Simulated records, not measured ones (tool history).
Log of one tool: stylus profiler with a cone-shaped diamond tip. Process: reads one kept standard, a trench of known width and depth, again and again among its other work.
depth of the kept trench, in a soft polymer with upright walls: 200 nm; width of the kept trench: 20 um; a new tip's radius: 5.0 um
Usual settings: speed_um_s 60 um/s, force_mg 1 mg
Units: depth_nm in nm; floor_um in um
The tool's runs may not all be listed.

{"run": 1, "hour": 0.0, "speed_um_s": 60, "force_mg": 1, "depth_nm": 201.54, "floor_um": 16.92}
{"run": 2, "hour": 78.8, "speed_um_s": 60, "force_mg": 1, "depth_nm": 201.52, "floor_um": 16.92}
{"run": 3, "hour": 119.9, "speed_um_s": 60, "force_mg": 1, "depth_nm": 201.47, "floor_um": 16.87}
{"run": 4, "hour": 175.6, "speed_um_s": 60, "force_mg": 2.69, "depth_nm": 202.68, "floor_um": 16.94}
{"run": 5, "hour": 237.9, "speed_um_s": 60, "force_mg": 2.69, "depth_nm": 202.72, "floor_um": 16.99}
{"run": 6, "hour": 311.7, "speed_um_s": 60, "force_mg": 0.63, "depth_nm": 201.27, "floor_um": 16.77}
{"run": 7, "hour": 378.4, "speed_um_s": 169, "force_mg": 1, "depth_nm": 201.57, "floor_um": 16.35}
{"run": 8, "hour": 435.8, "speed_um_s": 169, "force_mg": 1, "depth_nm": 201.62, "floor_um": 16.35}
{"run": 9, "hour": 511.3, "speed_um_s": 169, "force_mg": 1, "depth_nm": 201.69, "floor_um": 16.35}
{"run": 10, "hour": 557.0, "speed_um_s": 169, "force_mg": 1, "depth_nm": 201.49, "floor_um": 16.33}
{"run": 11, "hour": 627.8, "speed_um_s": 60, "force_mg": 1, "depth_nm": 201.86, "floor_um": 16.74}
{"run": 12, "hour": 667.3, "speed_um_s": 60, "force_mg": 2.94, "depth_nm": 203.21, "floor_um": 16.87}
{"run": 13, "hour": 706.8, "speed_um_s": 60, "force_mg": 2.94, "depth_nm": 203.26, "floor_um": 16.86}
{"run": 14, "hour": 773.5, "speed_um_s": 60, "force_mg": 2.94, "depth_nm": 203.03, "floor_um": 16.86}
{"run": 15, "hour": 834.3, "speed_um_s": 60, "force_mg": 1, "depth_nm": 201.97, "floor_um": 16.76}
{"hour": 840.0, "done": "height scale calibrated on a step standard"}
{"run": 16, "hour": 876.8, "speed_um_s": 60, "force_mg": 2.25, "depth_nm": 203.13, "floor_um": 16.85}
{"run": 17, "hour": 946.6, "speed_um_s": 98, "force_mg": 0.83, "depth_nm": 202.27, "floor_um": 16.55}
{"run": 18, "hour": 1014.6, "speed_um_s": 19, "force_mg": 0.47, "depth_nm": 201.81, "floor_um": 16.84}
{"run": 19, "hour": 1086.9, "speed_um_s": 19, "force_mg": 0.47, "depth_nm": 201.66, "floor_um": 16.86}
{"hour": 1120.3, "done": "height scale calibrated on a step standard, once more"}
{"run": 20, "hour": 1164.4, "speed_um_s": 35, "force_mg": 1.28, "depth_nm": 201.48, "floor_um": 16.83}
{"run": 21, "hour": 1237.0, "speed_um_s": 15, "force_mg": 0.38, "depth_nm": 200.79, "floor_um": 16.86}
{"run": 22, "hour": 1294.3, "speed_um_s": 38, "force_mg": 1.02, "depth_nm": 201.14, "floor_um": 16.81}
{"run": 23, "hour": 1332.5, "speed_um_s": 67, "force_mg": 1, "depth_nm": 201.36, "floor_um": 16.69}
{"run": 24, "hour": 1389.7, "speed_um_s": 82, "force_mg": 1, "depth_nm": 201.33, "floor_um": 16.53}
{"run": 25, "hour": 1461.7, "speed_um_s": 82, "force_mg": 1.47, "depth_nm": 201.7, "floor_um": 16.66}
{"run": 26, "hour": 1535.9, "speed_um_s": 166, "force_mg": 0.75, "depth_nm": 201.2, "floor_um": 16.15}
{"run": 27, "hour": 1592.4, "speed_um_s": 18, "force_mg": 1.91, "depth_nm": 201.86, "floor_um": 16.87}
{"run": 28, "hour": 1627.9, "speed_um_s": 18, "force_mg": 1.91, "depth_nm": 202.06, "floor_um": 16.81}
{"run": 29, "hour": 1660.1, "speed_um_s": 18, "force_mg": 1.91, "depth_nm": 202, "floor_um": 16.83}
{"run": 30, "hour": 1697.2, "speed_um_s": 18, "force_mg": 1.91, "depth_nm": 202.05, "floor_um": 16.88}
{"run": 31, "hour": 1760.3, "speed_um_s": 105, "force_mg": 1.91, "depth_nm": 202.12, "floor_um": 16.58}

Measured less the same run without the tool's hidden state. The same run-to-run variation is in both; the gauge's scatter may not be:
The hidden state here: radius of the tip, um; height scale over the true one, %; drift of the gauge itself on depth_nm, %; drift of the gauge itself on floor_um, %.
run=1 depth_nm=+0.27 floor_um=-0.07
run=2 depth_nm=+0.3 floor_um=-0.08
run=3 depth_nm=+0.32 floor_um=-0.09
run=4 depth_nm=+0.34 floor_um=-0.1
run=5 depth_nm=+0.37 floor_um=-0.11
run=6 depth_nm=+0.4 floor_um=-0.12
run=7 depth_nm=+0.43 floor_um=-0.13
run=8 depth_nm=+0.46 floor_um=-0.14
run=9 depth_nm=+0.49 floor_um=-0.14
run=10 depth_nm=+0.51 floor_um=-0.16
run=11 depth_nm=+0.54 floor_um=-0.17
run=12 depth_nm=+0.56 floor_um=-0.17
run=13 depth_nm=+0.58 floor_um=-0.18
run=14 depth_nm=+0.61 floor_um=-0.18
run=15 depth_nm=+0.63 floor_um=-0.19
run=16 depth_nm=+1 floor_um=-0.19
run=17 depth_nm=+1.02 floor_um=-0.2
run=18 depth_nm=+1.04 floor_um=-0.22
run=19 depth_nm=+1.08 floor_um=-0.23
run=20 depth_nm=-0.03 floor_um=-0.24
run=21 depth_nm=+0 floor_um=-0.24
run=22 depth_nm=+0.02 floor_um=-0.25
run=23 depth_nm=+0.04 floor_um=-0.26
run=24 depth_nm=+0.07 floor_um=-0.27
run=25 depth_nm=+0.1 floor_um=-0.27
run=26 depth_nm=+0.13 floor_um=-0.28
run=27 depth_nm=+0.15 floor_um=-0.29
run=28 depth_nm=+0.17 floor_um=-0.29
run=29 depth_nm=+0.18 floor_um=-0.29
run=30 depth_nm=+0.19 floor_um=-0.3
run=31 depth_nm=+0.22 floor_um=-0.31
